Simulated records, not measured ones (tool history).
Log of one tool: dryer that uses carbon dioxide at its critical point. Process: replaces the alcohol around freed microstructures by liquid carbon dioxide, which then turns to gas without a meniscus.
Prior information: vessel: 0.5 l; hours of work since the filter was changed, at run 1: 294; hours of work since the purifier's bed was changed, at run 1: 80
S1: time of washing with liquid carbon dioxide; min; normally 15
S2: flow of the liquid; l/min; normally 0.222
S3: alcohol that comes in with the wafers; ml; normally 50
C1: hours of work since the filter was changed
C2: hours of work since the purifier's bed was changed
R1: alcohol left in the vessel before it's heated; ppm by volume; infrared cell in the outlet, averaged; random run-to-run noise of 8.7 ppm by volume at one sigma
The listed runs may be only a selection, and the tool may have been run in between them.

run    hour  S1     S2   S3   C1   C2    R1
  1       0  15  0.222   50  294   80   611
  2    32.4  15  0.222   27  310   96   350
  3    70.4  15  0.222   27  328  114   356
  4   105.5  15  0.222   27  346  131   358
  5   139.2  15  0.251   27  362  148   198
  6   168.1  15  0.216   50  376  162   759
  7   196.1  15  0.216   50  390  176   788
      223.8  -- inlet filter changed
  8   231.6  15  0.317   50    4  193    78
  9   264.7  15  0.222   50   20  209   501
 10     307  15  0.222   50   41  229   510
 11   328.4  15  0.222   50   51  240   528
 12   352.8  15  0.222   50   63  252   521
 13   389.6  15  0.348   50   81  270    64
 14   428.4  15  0.348   69  100  289    71
 15     456  15  0.348   69  114  302    73
 16   485.7  15  0.348   69  128  317    71
 17   517.6  15  0.179   69  144  332  1993
 18     541  15  0.179   69  155  344  2049
 19   579.6  15  0.179   69  174  363  2094
 20   625.3  15  0.179   69  196  385  2096
 21   653.4  15  0.179   69  210  399  2140
 22     675  11  0.214   50  221  409  2569
 23   719.9  13  0.222   34  242  431   828
 24   754.1  22  0.175  117  259  448   644
 25   782.9  14  0.175  117  273  462  5377
 26   807.3  13  0.212   70  285  474  2062
 27   853.3  14  0.163   35  308  496  2162
 28   898.6  16  0.267   35  330  519   167
 29   942.4  15  0.184   50  351  540  1544
 30   987.6  13  0.178   24  373  562  1473
 31  1026.4  13  0.178   24  392  581  1439
     1048.8  -- inlet filter changed
 32  1066.1  12  0.178   53    8  600  3475
 33  1104.3  12  0.178   53   27  619  3649
 34  1150.8  12  0.178   53   50  641  3579
 35  1190.8  11  0.272   53   69  661   981
 36  1214.6  11  0.272   53   81  673   993
 37  1239.8  10  0.171   43   93  685  6015
 38  1261.3  15  0.177   49  104  695  1542
 39  1287.7  19  0.222   83  117  708   287
 40  1332.7  10  0.171   68  139  730  9364
 41  1373.7  11  0.187   29  159  750  2376
 42  1394.2   9  0.187   23  169  760  3460

For some of the steps in R1 from one run to the next: how much would appear even if the tool had no hidden state, given the settings, what came in and random variation, and how much remains for the hidden state plus any gauge scatter that the measured result and the result without hidden state don't share?
Hidden conditions of the tool in this case: flow that reaches the vessel past the clogged filter, %; alcohol in the recycled carbon dioxide, ppm; drift of the gauge itself on alcohol_ppm, %.
Run 24 -> 25: S1 22 -> 14. R1 +4733 ppm by volume: hidden state +626, all else +4107.
Run 25 -> 26: S1 14 -> 13, S2 0.175 -> 0.212, S3 117 -> 70. R1 -3315 ppm by volume: hidden state -418, all else -2897.
Run 36 -> 37: S1 11 -> 10, S2 0.272 -> 0.171, S3 53 -> 43. R1 +5022 ppm by volume: hidden state +201, all else +4821.
Run 39 -> 40: S1 19 -> 10, S2 0.222 -> 0.171, S3 83 -> 68. R1 +9077 ppm by volume: hidden state +519, all else +8558.
Run 40 -> 41: S1 10 -> 11, S2 0.171 -> 0.187, S3 68 -> 29. R1 -6988 ppm by volume: hidden state -360, all else -6628.

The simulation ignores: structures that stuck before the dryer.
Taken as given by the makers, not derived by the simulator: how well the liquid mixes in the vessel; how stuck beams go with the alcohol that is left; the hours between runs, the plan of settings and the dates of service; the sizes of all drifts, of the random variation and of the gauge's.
